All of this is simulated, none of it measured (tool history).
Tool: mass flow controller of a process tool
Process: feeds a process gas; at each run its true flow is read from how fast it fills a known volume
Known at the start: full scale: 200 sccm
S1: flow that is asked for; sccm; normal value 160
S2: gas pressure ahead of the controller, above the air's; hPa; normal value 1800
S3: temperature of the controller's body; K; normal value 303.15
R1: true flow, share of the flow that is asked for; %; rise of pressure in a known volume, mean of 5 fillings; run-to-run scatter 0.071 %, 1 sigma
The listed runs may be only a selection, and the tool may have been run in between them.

Run 1, hour 0: usual settings. Result: R1 99.4 %.
Run 2, hour 297.4: usual settings. Result: R1 99.64 %.
Run 3, hour 602.8: usual settings. Result: R1 99.65 %.
Run 4, hour 829: usual settings but S3 306.15 K. Result: R1 99.94 %.
Run 5, hour 1119.2: usual settings. Result: R1 100.1 %.
Run 6, hour 1383.4: usual settings but S1 101 sccm. Result: R1 99.66 %.
At hour 1528.2: controller's zero set anew.
Run 7, hour 1685.4: usual settings but S1 101 sccm. Result: R1 100.09 %.
Run 8, hour 1857.1: usual settings but S1 101 sccm. Result: R1 100.08 %.
Run 9, hour 2139.7: usual settings but S2 2130 hPa. Result: R1 100.62 %.
Run 10, hour 2314.5: usual settings but S2 2130 hPa. Result: R1 100.8 %.
Run 11, hour 2546.1: usual settings but S2 2130 hPa. Result: R1 100.98 %.
Run 12, hour 2813.7: usual settings but S3 308.15 K. Result: R1 100.83 %.
Run 13, hour 3107.6: usual settings. Result: R1 101.07 %.
Run 14, hour 3246.7: usual settings. Result: R1 101.14 %.
Run 15, hour 3435: usual settings. Result: R1 101.3 %.
Run 16, hour 3572.5: usual settings. Result: R1 101.3 %.
Run 17, hour 3806.6: usual settings. Result: R1 101.41 %.
Run 18, hour 4006.6: usual settings. Result: R1 101.61 %.
Run 19, hour 4153.2: usual settings. Result: R1 101.67 %.
Run 20, hour 4416.2: usual settings. Result: R1 101.66 %.
Run 21, hour 4618.8: usual settings. Result: R1 101.7 %.
Run 22, hour 4911.7: usual settings. Result: R1 101.87 %.
Run 23, hour 5062.1: usual settings but S1 197 sccm. Result: R1 102.34 %.
Run 24, hour 5197: usual settings but S1 132 sccm, S3 296.15 K. Result: R1 102.05 %.
Run 25, hour 5390.9: usual settings but S1 132 sccm, S3 296.15 K. Result: R1 102.22 %.
At hour 5555: gauge calibrated.
Run 26, hour 5664.2: usual settings but S1 34 sccm, S2 1840 hPa, S3 293.15 K. Result: R1 98.97 %.
Run 27, hour 5922.2: usual settings but S1 43 sccm. Result: R1 98.99 %.

What will run 28 give?
Run 28, hour 6131.4: usual settings but S1 43 sccm. Result: R1 ?.

Run 28 came out at R1 98.88 %.
If the tool had no hidden condition, the same run with the same run-to-run variation would have returned R1 98.63 %.
